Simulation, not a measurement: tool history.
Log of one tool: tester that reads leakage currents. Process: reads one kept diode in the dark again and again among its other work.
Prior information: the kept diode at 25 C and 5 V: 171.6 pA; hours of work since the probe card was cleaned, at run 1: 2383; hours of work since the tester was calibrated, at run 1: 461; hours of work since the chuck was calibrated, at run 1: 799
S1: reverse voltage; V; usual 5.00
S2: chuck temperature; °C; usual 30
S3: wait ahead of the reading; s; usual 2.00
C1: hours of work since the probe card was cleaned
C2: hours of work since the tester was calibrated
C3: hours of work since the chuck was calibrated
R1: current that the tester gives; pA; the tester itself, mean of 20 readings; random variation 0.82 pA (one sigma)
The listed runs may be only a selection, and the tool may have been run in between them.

| run | hour | S1 | S2 | S3 | C1 | C2 | C3 | R1 |
|---|---|---|---|---|---|---|---|---|
| 1 | 0.0 | 5.00 | 30 | 2.00 | 2383 | 461 | 799 | 272.11 |
| 2 | 52.8 | 5.00 | 30 | 2.00 | 2418 | 495 | 834 | 271.90 |
| 3 | 97.3 | 5.00 | 30 | 2.00 | 2447 | 524 | 863 | 271.87 |
| 4 | 161.1 | 5.00 | 30 | 2.00 | 2489 | 566 | 905 | 271.80 |
| 5 | 263.7 | 5.00 | 30 | 2.00 | 2557 | 634 | 972 | 268.22 |
| 6 | 363.6 | 5.00 | 22 | 2.00 | 2622 | 700 | 1038 | 133.28 |
| 7 | 446.5 | 5.00 | 22 | 2.00 | 2677 | 754 | 1093 | 133.23 |
|  | 536.0 | probe card cleaned and baked |
| 8 | 544.0 | 5.00 | 22 | 2.00 | 5 | 816 | 1155 | 123.26 |
| 9 | 590.8 | 5.00 | 29 | 2.00 | 36 | 847 | 1186 | 235.73 |
| 10 | 661.0 | 5.00 | 29 | 2.00 | 82 | 893 | 1232 | 236.45 |
| 11 | 755.6 | 5.00 | 29 | 0.48 | 144 | 955 | 1294 | 238.41 |
| 12 | 835.6 | 5.00 | 29 | 0.48 | 197 | 1008 | 1347 | 237.48 |
| 13 | 914.4 | 5.00 | 59 | 0.48 | 249 | 1060 | 1399 | 2881.51 |
| 14 | 1014.7 | 8.16 | 30 | 2.00 | 315 | 1126 | 1464 | 317.88 |

What will run 15 give?
| 15 | 1066.4 | 16.94 | 22 | 6.23 | 349 | 1160 | 1498 | ? |

R1: 209.30 pA
Minus the tool's unlogged condition, the same run would have read R1 219.63 pA.
